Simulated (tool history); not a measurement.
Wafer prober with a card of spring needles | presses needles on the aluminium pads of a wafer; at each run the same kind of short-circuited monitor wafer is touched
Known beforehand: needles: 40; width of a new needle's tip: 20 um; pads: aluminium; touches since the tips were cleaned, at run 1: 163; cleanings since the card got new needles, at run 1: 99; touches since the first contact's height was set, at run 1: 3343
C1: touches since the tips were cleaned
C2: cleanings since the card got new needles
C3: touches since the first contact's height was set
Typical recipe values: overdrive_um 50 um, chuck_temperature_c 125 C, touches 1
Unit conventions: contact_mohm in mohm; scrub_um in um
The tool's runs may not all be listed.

run 1 hour=0 | overdrive_um=50 chuck_temperature_c=125 touches=1 | C1=163 C2=99 C3=3343 | contact_mohm=199 scrub_um=11.03
-- hour=3.6 tips cleaned on abrasive film
-- hour=7.3 tips cleaned on abrasive film
-- hour=11.8 tips cleaned on abrasive film
-- hour=15.5 tips cleaned on abrasive film
-- hour=20 tips cleaned on abrasive film
-- hour=23.6 tips cleaned on abrasive film
-- hour=28.1 tips cleaned on abrasive film
-- hour=31.8 tips cleaned on abrasive film
-- hour=36.3 tips cleaned on abrasive film
-- hour=40 tips cleaned on abrasive film
-- hour=44.5 tips cleaned on abrasive film
-- hour=48.1 tips cleaned on abrasive film
-- hour=52.7 tips cleaned on abrasive film
-- hour=56.3 tips cleaned on abrasive film
-- hour=59.9 tips cleaned on abrasive film
-- hour=64.5 tips cleaned on abrasive film
-- hour=69 tips cleaned on abrasive film
-- hour=72.6 tips cleaned on abrasive film
-- hour=77.2 tips cleaned on abrasive film
run 2 hour=79.3 | overdrive_um=50 chuck_temperature_c=125 touches=1 | C1=1088 C2=118 C3=43035 | contact_mohm=203 scrub_um=11.08
-- hour=81.2 tips cleaned on abrasive film
-- hour=85.7 tips cleaned on abrasive film
-- hour=90.2 tips cleaned on abrasive film
-- hour=93.9 tips cleaned on abrasive film
-- hour=98.4 tips cleaned on abrasive film
-- hour=102.9 tips cleaned on abrasive film
-- hour=106.5 tips cleaned on abrasive film
-- hour=111.1 tips cleaned on abrasive film
-- hour=115.6 tips cleaned on abrasive film
-- hour=120.1 tips cleaned on abrasive film
-- hour=124.7 tips cleaned on abrasive film
-- hour=127.6 height of the first contact set anew
-- hour=128.6 tips cleaned on abrasive film
-- hour=132.2 tips cleaned on abrasive film
-- hour=136.8 tips cleaned on abrasive film
-- hour=140.4 tips cleaned on abrasive film
run 3 hour=141.1 | overdrive_um=50 chuck_temperature_c=125 touches=1 | C1=349 C2=133 C3=6708 | contact_mohm=203 scrub_um=11.04
-- hour=144.7 tips cleaned on abrasive film
-- hour=149.3 tips cleaned on abrasive film
-- hour=153.8 tips cleaned on abrasive film
-- hour=157.4 tips cleaned on abrasive film
-- hour=161.1 tips cleaned on abrasive film
-- hour=165.6 tips cleaned on abrasive film
-- hour=169.2 tips cleaned on abrasive film
-- hour=172.9 tips cleaned on abrasive film
-- hour=177.4 tips cleaned on abrasive film
-- hour=181 tips cleaned on abrasive film
-- hour=185.6 tips cleaned on abrasive film
-- hour=190.1 tips cleaned on abrasive film
-- hour=193.7 tips cleaned on abrasive film
-- hour=198.3 tips cleaned on abrasive film
-- hour=202.8 tips cleaned on abrasive film
-- hour=207.3 tips cleaned on abrasive film
run 4 hour=208.2 | overdrive_um=50 chuck_temperature_c=125 touches=1 | C1=464 C2=149 C3=40324 | contact_mohm=202 scrub_um=10.98
-- hour=211.1 tips cleaned on abrasive film
-- hour=215.6 tips cleaned on abrasive film
-- hour=220.1 tips cleaned on abrasive film
-- hour=223.7 tips cleaned on abrasive film
-- hour=227.4 tips cleaned on abrasive film
-- hour=231.9 tips cleaned on abrasive film
-- hour=236.4 tips cleaned on abrasive film
-- hour=240.1 tips cleaned on abrasive film
-- hour=243.7 tips cleaned on abrasive film
-- hour=247.4 tips cleaned on abrasive film
run 5 hour=247.4 | overdrive_um=50 chuck_temperature_c=125 touches=1 | C1=0 C2=159 C3=59887 | contact_mohm=202 scrub_um=11.05
-- hour=251.8 tips cleaned on abrasive film
-- hour=255.4 tips cleaned on abrasive film
-- hour=259.1 tips cleaned on abrasive film
-- hour=262 height of the first contact set anew
-- hour=263.9 tips cleaned on abrasive film
-- hour=267.5 tips cleaned on abrasive film
-- hour=272.1 tips cleaned on abrasive film
-- hour=276.6 tips cleaned on abrasive film
-- hour=280.2 tips cleaned on abrasive film
-- hour=284.8 tips cleaned on abrasive film
-- hour=289.3 tips cleaned on abrasive film
-- hour=292.9 tips cleaned on abrasive film
-- hour=296.6 tips cleaned on abrasive film
-- hour=301.1 tips cleaned on abrasive film
-- hour=304.7 tips cleaned on abrasive film
run 6 hour=305.7 | overdrive_um=50 chuck_temperature_c=125 touches=1 | C1=490 C2=173 C3=21835 | contact_mohm=204 scrub_um=11.02
-- hour=308.5 tips cleaned on abrasive film
-- hour=312.1 tips cleaned on abrasive film
-- hour=316.6 tips cleaned on abrasive film
-- hour=321.2 tips cleaned on abrasive film
-- hour=324.8 tips cleaned on abrasive film
-- hour=329.3 tips cleaned on abrasive film
-- hour=333.8 tips cleaned on abrasive film
-- hour=337.5 tips cleaned on abrasive film
-- hour=342 tips cleaned on abrasive film
-- hour=345.7 tips cleaned on abrasive film
-- hour=350.2 tips cleaned on abrasive film
-- hour=354.7 tips cleaned on abrasive film
-- hour=359.2 tips cleaned on abrasive film
-- hour=363.8 tips cleaned on abrasive film
-- hour=367.4 tips cleaned on abrasive film
-- hour=371.9 tips cleaned on abrasive film
-- hour=376.5 tips cleaned on abrasive film
-- hour=380.1 tips cleaned on abrasive film
-- hour=384.6 tips cleaned on abrasive film
run 7 hour=386.9 | overdrive_um=50 chuck_temperature_c=125 touches=1 | C1=1155 C2=192 C3=62506 | contact_mohm=204 scrub_um=11.05
-- hour=388.8 tips cleaned on abrasive film
-- hour=392.4 tips cleaned on abrasive film
-- hour=396.2 height of the first contact set anew
-- hour=397.2 tips cleaned on abrasive film
-- hour=400.9 tips cleaned on abrasive film
-- hour=404.5 tips cleaned on abrasive film
-- hour=409 tips cleaned on abrasive film
-- hour=413.6 tips cleaned on abrasive film
-- hour=417.2 tips cleaned on abrasive film
-- hour=421.7 tips cleaned on abrasive film
-- hour=425.4 tips cleaned on abrasive film
-- hour=429 tips cleaned on abrasive film
-- hour=433.5 tips cleaned on abrasive film
-- hour=437.2 tips cleaned on abrasive film
-- hour=441.7 tips cleaned on abrasive film
-- hour=446.2 tips cleaned on abrasive film
-- hour=450.8 tips cleaned on abrasive film
run 8 hour=453.7 | overdrive_um=50 chuck_temperature_c=125 touches=1 | C1=1511 C2=208 C3=28761 | contact_mohm=204 scrub_um=11.03
-- hour=454.7 tips cleaned on abrasive film
-- hour=459.2 tips cleaned on abrasive film
-- hour=462.9 tips cleaned on abrasive film
-- hour=466.5 tips cleaned on abrasive film
-- hour=471 tips cleaned on abrasive film
-- hour=475.6 tips cleaned on abrasive film
-- hour=479.2 tips cleaned on abrasive film
-- hour=483.7 tips cleaned on abrasive film
-- hour=488.3 tips cleaned on abrasive film
-- hour=491.9 tips cleaned on abrasive film
-- hour=495.6 tips cleaned on abrasive film
-- hour=500.1 tips cleaned on abrasive film
-- hour=503.7 tips cleaned on abrasive film
-- hour=507.4 tips cleaned on abrasive film
run 9 hour=508 | overdrive_um=50 chuck_temperature_c=125 touches=1 | C1=315 C2=222 C3=55874 | contact_mohm=201 scrub_um=11.09
-- hour=511.6 tips cleaned on abrasive film
-- hour=515.3 tips cleaned on abrasive film
-- hour=519.8 tips cleaned on abrasive film
-- hour=523.4 tips cleaned on abrasive film
-- hour=528 tips cleaned on abrasive film
-- hour=530.9 height of the first contact set anew
-- hour=532.8 tips cleaned on abrasive film
-- hour=536.4 tips cleaned on abrasive film
-- hour=541 tips cleaned on abrasive film
-- hour=545.5 tips cleaned on abrasive film
-- hour=550 tips cleaned on abrasive film
-- hour=553.7 tips cleaned on abrasive film
-- hour=557.3 tips cleaned on abrasive film
-- hour=561.8 tips cleaned on abrasive film
-- hour=565.5 tips cleaned on abrasive film
-- hour=570 tips cleaned on abrasive film
-- hour=574.5 tips cleaned on abrasive film
-- hour=578.2 tips cleaned on abrasive film
-- hour=582.7 tips cleaned on abrasive film
run 10 hour=585.2 | overdrive_um=48 chuck_temperature_c=102 touches=1 | C1=1291 C2=240 C3=27178 | contact_mohm=201 scrub_um=10.66
-- hour=587.1 tips cleaned on abrasive film
-- hour=590.7 tips cleaned on abrasive film
-- hour=594.4 tips cleaned on abrasive film
-- hour=598.9 tips cleaned on abrasive film
-- hour=602.5 tips cleaned on abrasive film
-- hour=607.1 tips cleaned on abrasive film
-- hour=610.7 tips cleaned on abrasive film
-- hour=614.3 tips cleaned on abrasive film
-- hour=618 tips cleaned on abrasive film
-- hour=622.5 tips cleaned on abrasive film
-- hour=626.2 tips cleaned on abrasive film
run 11 hour=627.9 | overdrive_um=48 chuck_temperature_c=102 touches=1 | C1=913 C2=251 C3=48528 | contact_mohm=200 scrub_um=10.63
-- hour=629.8 tips cleaned on abrasive film
-- hour=634.3 tips cleaned on abrasive film
-- hour=638 tips cleaned on abrasive film
-- hour=642.5 tips cleaned on abrasive film
-- hour=646.1 tips cleaned on abrasive film
-- hour=649.8 tips cleaned on abrasive film
-- hour=654.3 tips cleaned on abrasive film
-- hour=657.9 tips cleaned on abrasive film
-- hour=662.5 tips cleaned on abrasive film
-- hour=665.4 height of the first contact set anew
-- hour=667.3 tips cleaned on abrasive film
-- hour=670.9 tips cleaned on abrasive film
-- hour=675.5 tips cleaned on abrasive film
-- hour=679.1 tips cleaned on abrasive film
-- hour=683.6 tips cleaned on abrasive film
-- hour=687.3 tips cleaned on abrasive film
-- hour=691.8 tips cleaned on abrasive film
run 12 hour=693.7 | overdrive_um=50 chuck_temperature_c=59 touches=3 | C1=973 C2=267 C3=14144 | contact_mohm=187 scrub_um=11.09
-- hour=695.6 tips cleaned on abrasive film
-- hour=700.1 tips cleaned on abrasive film
-- hour=703.8 tips cleaned on abrasive film
-- hour=708.3 tips cleaned on abrasive film
-- hour=711.9 tips cleaned on abrasive film
-- hour=716.4 tips cleaned on abrasive film
-- hour=720.1 tips cleaned on abrasive film
-- hour=724.6 tips cleaned on abrasive film
-- hour=728.3 tips cleaned on abrasive film
-- hour=731.9 tips cleaned on abrasive film
-- hour=736.4 tips cleaned on abrasive film
-- hour=741 tips cleaned on abrasive film
-- hour=744.6 tips cleaned on abrasive film
-- hour=748.2 tips cleaned on abrasive film
-- hour=752.8 tips cleaned on abrasive film
run 13 hour=752.9 | overdrive_um=59 chuck_temperature_c=37 touches=2 | C1=93 C2=282 C3=43760 | contact_mohm=182 scrub_um=13.15
-- hour=756.6 tips cleaned on abrasive film
-- hour=760.2 tips cleaned on abrasive film
-- hour=772.2 card fitted with new needles
-- hour=776.8 tips cleaned on abrasive film
-- hour=780.4 tips cleaned on abrasive film
-- hour=784.9 tips cleaned on abrasive film
-- hour=788.6 tips cleaned on abrasive film
-- hour=792.2 tips cleaned on abrasive film
-- hour=796.7 tips cleaned on abrasive film
-- hour=801.3 tips cleaned on abrasive film
-- hour=804.9 tips cleaned on abrasive film
-- hour=809.4 tips cleaned on abrasive film
-- hour=814 tips cleaned on abrasive film
-- hour=818.5 tips cleaned on abrasive film
-- hour=822.1 tips cleaned on abrasive film
-- hour=826.7 tips cleaned on abrasive film
-- hour=830.3 tips cleaned on abrasive film
-- hour=833.9 tips cleaned on abrasive film
-- hour=838.5 tips cleaned on abrasive film
run 14 hour=838.7 | overdrive_um=41 chuck_temperature_c=79 touches=1 | C1=142 C2=16 C3=33294 | contact_mohm=198 scrub_um=9.1

Some steps in scrub_um, run to run, broken into two amounts with sign: the step expected even without the hidden condition (settings, incoming material, random variation), and the rest, left for the hidden condition together with whatever gauge scatter is not in both the measured and the hidden-condition-free result:
Hidden conditions of the tool in this case: debris on the tips, nm; way that the needles fall short of the set height, um; tips' diameter, um; drift of the gauge itself on contact_mohm, %; drift of the gauge itself on scrub_um, %.
Run 12 -> 13: overdrive_um 50 -> 59, chuck_temperature_c 59 -> 37, touches 3 -> 2, tips cleaned on abrasive film, tips cleaned on abrasive film, tips cleaned on abrasive film, tips cleaned on abrasive film, tips cleaned on abrasive film, tips cleaned on abrasive film, tips cleaned on abrasive film, tips cleaned on abrasive film, tips cleaned on abrasive film, tips cleaned on abrasive film, tips cleaned on abrasive film, tips cleaned on abrasive film, tips cleaned on abrasive film, tips cleaned on abrasive film, tips cleaned on abrasive film. scrub_um +2.06 um: hidden state +0.03, all else +2.03.
Run 13 -> 14: overdrive_um 59 -> 41, chuck_temperature_c 37 -> 79, touches 2 -> 1, tips cleaned on abrasive film, tips cleaned on abrasive film, card fitted with new needles, tips cleaned on abrasive film, tips cleaned on abrasive film, tips cleaned on abrasive film, tips cleaned on abrasive film, tips cleaned on abrasive film, tips cleaned on abrasive film, tips cleaned on abrasive film, tips cleaned on abrasive film, tips cleaned on abrasive film, tips cleaned on abrasive film, tips cleaned on abrasive film, tips cleaned on abrasive film, tips cleaned on abrasive film, tips cleaned on abrasive film, tips cleaned on abrasive film, tips cleaned on abrasive film. scrub_um -4.05 um: hidden state -0.03, all else -4.02.
